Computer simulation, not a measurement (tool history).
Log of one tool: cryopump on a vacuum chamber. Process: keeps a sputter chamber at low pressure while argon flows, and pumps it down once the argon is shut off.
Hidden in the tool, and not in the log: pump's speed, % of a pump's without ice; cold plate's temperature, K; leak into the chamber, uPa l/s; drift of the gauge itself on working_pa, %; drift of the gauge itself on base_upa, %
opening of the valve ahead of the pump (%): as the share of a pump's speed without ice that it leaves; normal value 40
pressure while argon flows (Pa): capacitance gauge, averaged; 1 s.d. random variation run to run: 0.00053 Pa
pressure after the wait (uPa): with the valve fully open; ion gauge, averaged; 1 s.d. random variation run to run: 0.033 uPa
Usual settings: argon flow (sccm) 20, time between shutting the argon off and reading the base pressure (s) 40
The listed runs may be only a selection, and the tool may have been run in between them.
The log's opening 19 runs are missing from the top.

run,hour,argon flow (sccm),time between shutting the argon off and reading the base pressure (s),opening of the valve ahead of the pump (%),hours of work since the pump was warmed up and emptied,hours of work since the cold head was overhauled,hours of work since the chamber's fittings were tightened,pressure while argon flows (Pa),pressure after the wait (uPa)
20,1648.5,35,73,27,135,2314,48,0.1153,1.07
21,1697.5,21,73,27,158,2338,72,0.0699,1.07
22,1803.6,21,73,27,209,2389,123,0.0695,1.13
23,1887.6,20,40,19,250,2429,163,0.0951,1.82
24,1986.5,20,40,19,297,2477,211,0.0963,1.92
25,2064.6,12,250,19,335,2514,249,0.0573,0.61
# hour 2078.1: pump warmed up, emptied and cooled again
26,2176.6,12,250,19,47,2566,300,0.0552,0.55
27,2271.3,12,57,31,93,2611,346,0.0336,1.44
28,2376.9,20,296,25,144,2662,396,0.0706,0.53
29,2483.4,20,232,23,195,2713,448,0.0779,0.65
30,2570,20,56,40,237,2755,489,0.0468,1.53
31,2621.2,26,35,22,261,2780,514,0.1075,2.3
32,2705.1,39,52,37,302,2820,554,0.1016,1.69
33,2768,10,38,29,332,2850,585,0.0328,2.24

Predict each of these 4 candidate next runs independently; none follows another, all start after run 33:
# hour 2788.2: pump warmed up, emptied and cooled again
A,2826.4,10,48,29,18,2876,610,?,?
# hour 2788.2: pump warmed up, emptied and cooled again
B,2826.4,34,157,42,18,2876,610,?,?
# hour 2788.2: pump warmed up, emptied and cooled again
C,2826.4,34,215,40,18,2876,610,?,?
# hour 2788.2: pump warmed up, emptied and cooled again
D,2826.4,12,265,49,18,2876,610,?,?

run,pressure while argon flows (Pa),pressure after the wait (uPa)
A,0.0304,1.77
B,0.0705,0.83
C,0.0732,0.68
D,0.0212,0.71
Without the tool's hidden state the same runs would have given:
run,pressure while argon flows (Pa),pressure after the wait (uPa)
A,0.03,1.5
B,0.0692,0.56
C,0.0719,0.42
D,0.0207,0.43

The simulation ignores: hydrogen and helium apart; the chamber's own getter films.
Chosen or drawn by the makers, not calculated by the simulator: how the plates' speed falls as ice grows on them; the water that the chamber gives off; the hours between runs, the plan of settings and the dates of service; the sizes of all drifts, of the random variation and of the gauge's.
